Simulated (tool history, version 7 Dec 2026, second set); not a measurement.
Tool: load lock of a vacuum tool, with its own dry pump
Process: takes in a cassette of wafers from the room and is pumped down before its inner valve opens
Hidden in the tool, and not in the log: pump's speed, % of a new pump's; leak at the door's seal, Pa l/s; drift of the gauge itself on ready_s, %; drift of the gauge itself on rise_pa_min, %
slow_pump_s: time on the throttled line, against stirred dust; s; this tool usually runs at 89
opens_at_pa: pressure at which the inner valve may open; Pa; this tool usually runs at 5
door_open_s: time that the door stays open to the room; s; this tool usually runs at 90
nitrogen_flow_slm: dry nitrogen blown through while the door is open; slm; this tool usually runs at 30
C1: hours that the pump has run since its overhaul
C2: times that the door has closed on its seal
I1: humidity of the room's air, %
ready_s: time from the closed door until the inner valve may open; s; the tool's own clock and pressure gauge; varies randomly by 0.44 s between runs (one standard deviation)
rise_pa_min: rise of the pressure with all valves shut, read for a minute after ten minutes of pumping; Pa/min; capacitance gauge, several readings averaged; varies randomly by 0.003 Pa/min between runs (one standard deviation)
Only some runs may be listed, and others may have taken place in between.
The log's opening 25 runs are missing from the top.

run 26 hour=4699.0 | slow_pump_s=89 opens_at_pa=6 door_open_s=82 nitrogen_flow_slm=14 | C1=1175 C2=70309 | I1=47.8 | ready_s=163.6 rise_pa_min=0.412
run 27 hour=4849.4 | slow_pump_s=89 opens_at_pa=6 door_open_s=82 nitrogen_flow_slm=14 | C1=1325 C2=71052 | I1=43.8 | ready_s=164.9 rise_pa_min=0.421
run 28 hour=5015.5 | slow_pump_s=60 opens_at_pa=6 door_open_s=82 nitrogen_flow_slm=9 | C1=1492 C2=71873 | I1=46.1 | ready_s=139.9 rise_pa_min=0.435
run 29 hour=5282.2 | slow_pump_s=112 opens_at_pa=8 door_open_s=90 nitrogen_flow_slm=30 | C1=1758 C2=73192 | I1=42.1 | ready_s=182.0 rise_pa_min=0.433
run 30 hour=5552.1 | slow_pump_s=62 opens_at_pa=5 door_open_s=90 nitrogen_flow_slm=5 | C1=2028 C2=74526 | I1=44.7 | ready_s=142.8 rise_pa_min=0.469
run 31 hour=5816.6 | slow_pump_s=134 opens_at_pa=5 door_open_s=90 nitrogen_flow_slm=5 | C1=2293 C2=75834 | I1=46.7 | ready_s=206.6 rise_pa_min=0.471
run 32 hour=5975.7 | slow_pump_s=134 opens_at_pa=5 door_open_s=90 nitrogen_flow_slm=5 | C1=2452 C2=76620 | I1=44.9 | ready_s=206.3 rise_pa_min=0.480
run 33 hour=6168.5 | slow_pump_s=119 opens_at_pa=8 door_open_s=90 nitrogen_flow_slm=40 | C1=2645 C2=77573 | I1=45.6 | ready_s=188.2 rise_pa_min=0.476
run 34 hour=6295.9 | slow_pump_s=151 opens_at_pa=6 door_open_s=38 nitrogen_flow_slm=18 | C1=2772 C2=78203 | I1=47.3 | ready_s=219.5 rise_pa_min=0.473
run 35 hour=6452.1 | slow_pump_s=151 opens_at_pa=6 door_open_s=38 nitrogen_flow_slm=18 | C1=2928 C2=78975 | I1=43.9 | ready_s=219.0 rise_pa_min=0.488
-- hour=6576.1 door's seal changed, seat wiped
run 36 hour=6591.8 | slow_pump_s=151 opens_at_pa=6 door_open_s=38 nitrogen_flow_slm=18 | C1=3066 C2=77 | I1=46.3 | ready_s=219.5 rise_pa_min=0.024

4 options for the next run, each taken on its own from the tool as it stands now. Forecast them:
run A hour=6814.9 | slow_pump_s=151 opens_at_pa=10 door_open_s=52 nitrogen_flow_slm=18 | C1=3290 C2=1180 | I1=43.6 | ready_s=? rise_pa_min=?
run B hour=6814.9 | slow_pump_s=74 opens_at_pa=6 door_open_s=38 nitrogen_flow_slm=18 | C1=3290 C2=1180 | I1=42.6 | ready_s=? rise_pa_min=?
run C hour=6814.9 | slow_pump_s=62 opens_at_pa=5 door_open_s=90 nitrogen_flow_slm=30 | C1=3290 C2=1180 | I1=47.7 | ready_s=? rise_pa_min=?
run D hour=6814.9 | slow_pump_s=89 opens_at_pa=5 door_open_s=90 nitrogen_flow_slm=5 | C1=3290 C2=1180 | I1=47.5 | ready_s=? rise_pa_min=?

run=A ready_s=214.9 rise_pa_min=0.024
run=B ready_s=152.9 rise_pa_min=0.025
run=C ready_s=144.1 rise_pa_min=0.033
run=D ready_s=167.8 rise_pa_min=0.042
Had the tool no hidden state, the same runs would have come out as:
run=A ready_s=213.6 rise_pa_min=0.021
run=B ready_s=151.2 rise_pa_min=0.022
run=C ready_s=142.4 rise_pa_min=0.031
run=D ready_s=166.2 rise_pa_min=0.039
